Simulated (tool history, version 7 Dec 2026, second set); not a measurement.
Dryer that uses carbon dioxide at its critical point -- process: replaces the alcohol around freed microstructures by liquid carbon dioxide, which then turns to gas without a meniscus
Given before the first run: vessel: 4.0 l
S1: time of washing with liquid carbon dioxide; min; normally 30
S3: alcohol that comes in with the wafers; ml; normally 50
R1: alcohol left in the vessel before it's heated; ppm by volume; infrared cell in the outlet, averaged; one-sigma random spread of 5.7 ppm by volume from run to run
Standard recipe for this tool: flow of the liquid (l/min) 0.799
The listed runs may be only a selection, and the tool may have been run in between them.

{"run": 1, "hour": 0.0, "S1": 30, "flow of the liquid (l/min)": 0.799, "S3": 50, "R1": 285}
{"run": 2, "hour": 8.6, "S1": 30, "flow of the liquid (l/min)": 0.643, "S3": 50, "R1": 567}
{"run": 3, "hour": 17.9, "S1": 30, "flow of the liquid (l/min)": 0.643, "S3": 21, "R1": 265}
{"run": 4, "hour": 31.0, "S1": 30, "flow of the liquid (l/min)": 0.643, "S3": 21, "R1": 267}
{"run": 5, "hour": 38.1, "S1": 30, "flow of the liquid (l/min)": 0.602, "S3": 50, "R1": 703}
{"run": 6, "hour": 45.1, "S1": 30, "flow of the liquid (l/min)": 0.602, "S3": 50, "R1": 682}
{"run": 7, "hour": 57.0, "S1": 30, "flow of the liquid (l/min)": 0.602, "S3": 50, "R1": 718}
{"run": 8, "hour": 70.5, "S1": 30, "flow of the liquid (l/min)": 0.602, "S3": 50, "R1": 699}
{"run": 9, "hour": 81.7, "S1": 30, "flow of the liquid (l/min)": 0.602, "S3": 50, "R1": 737}
{"run": 10, "hour": 87.9, "S1": 30, "flow of the liquid (l/min)": 0.799, "S3": 28, "R1": 190}
{"run": 11, "hour": 95.7, "S1": 30, "flow of the liquid (l/min)": 0.799, "S3": 63, "R1": 398}
{"run": 12, "hour": 110.4, "S1": 30, "flow of the liquid (l/min)": 0.799, "S3": 50, "R1": 316}
{"run": 13, "hour": 118.2, "S1": 30, "flow of the liquid (l/min)": 0.799, "S3": 50, "R1": 327}
{"run": 14, "hour": 129.1, "S1": 30, "flow of the liquid (l/min)": 0.799, "S3": 50, "R1": 322}
{"run": 15, "hour": 137.5, "S1": 38, "flow of the liquid (l/min)": 0.996, "S3": 32, "R1": 49}
{"run": 16, "hour": 145.1, "S1": 47, "flow of the liquid (l/min)": 0.502, "S3": 60, "R1": 377}
{"run": 17, "hour": 152.9, "S1": 47, "flow of the liquid (l/min)": 0.502, "S3": 60, "R1": 389}
{"run": 18, "hour": 164.5, "S1": 25, "flow of the liquid (l/min)": 0.858, "S3": 31, "R1": 317}
{"run": 19, "hour": 172.3, "S1": 25, "flow of the liquid (l/min)": 0.858, "S3": 31, "R1": 319}
{"run": 20, "hour": 180.4, "S1": 25, "flow of the liquid (l/min)": 0.858, "S3": 31, "R1": 319}
{"run": 21, "hour": 192.7, "S1": 25, "flow of the liquid (l/min)": 0.858, "S3": 31, "R1": 322}
{"run": 22, "hour": 203.4, "S1": 20, "flow of the liquid (l/min)": 0.608, "S3": 114, "R1": 4337}
{"run": 23, "hour": 214.0, "S1": 45, "flow of the liquid (l/min)": 0.827, "S3": 104, "R1": 124}
{"run": 24, "hour": 222.6, "S1": 27, "flow of the liquid (l/min)": 0.547, "S3": 67, "R1": 1715}
{"run": 25, "hour": 230.4, "S1": 24, "flow of the liquid (l/min)": 0.573, "S3": 50, "R1": 1482}
{"run": 26, "hour": 245.1, "S1": 40, "flow of the liquid (l/min)": 0.704, "S3": 72, "R1": 292}
{"run": 27, "hour": 254.4, "S1": 35, "flow of the liquid (l/min)": 1.267, "S3": 68, "R1": 66}

Had the tool no unlogged condition, and each run kept its random variation, what would the results have been?
The hidden state here: flow that reaches the vessel past the clogged filter, %; alcohol in the recycled carbon dioxide, ppm; drift of the gauge itself on alcohol_ppm, %.
run=1 R1=180
run=2 R1=394
run=3 R1=177
run=4 R1=175
run=5 R1=494
run=6 R1=474
run=7 R1=492
run=8 R1=478
run=9 R1=501
run=10 R1=106
run=11 R1=235
run=12 R1=181
run=13 R1=185
run=14 R1=177
run=15 R1=8
run=16 R1=208
run=17 R1=215
run=18 R1=180
run=19 R1=181
run=20 R1=179
run=21 R1=176
run=22 R1=3219
run=23 R1=40
run=24 R1=1169
run=25 R1=1030
run=26 R1=131
run=27 R1=14

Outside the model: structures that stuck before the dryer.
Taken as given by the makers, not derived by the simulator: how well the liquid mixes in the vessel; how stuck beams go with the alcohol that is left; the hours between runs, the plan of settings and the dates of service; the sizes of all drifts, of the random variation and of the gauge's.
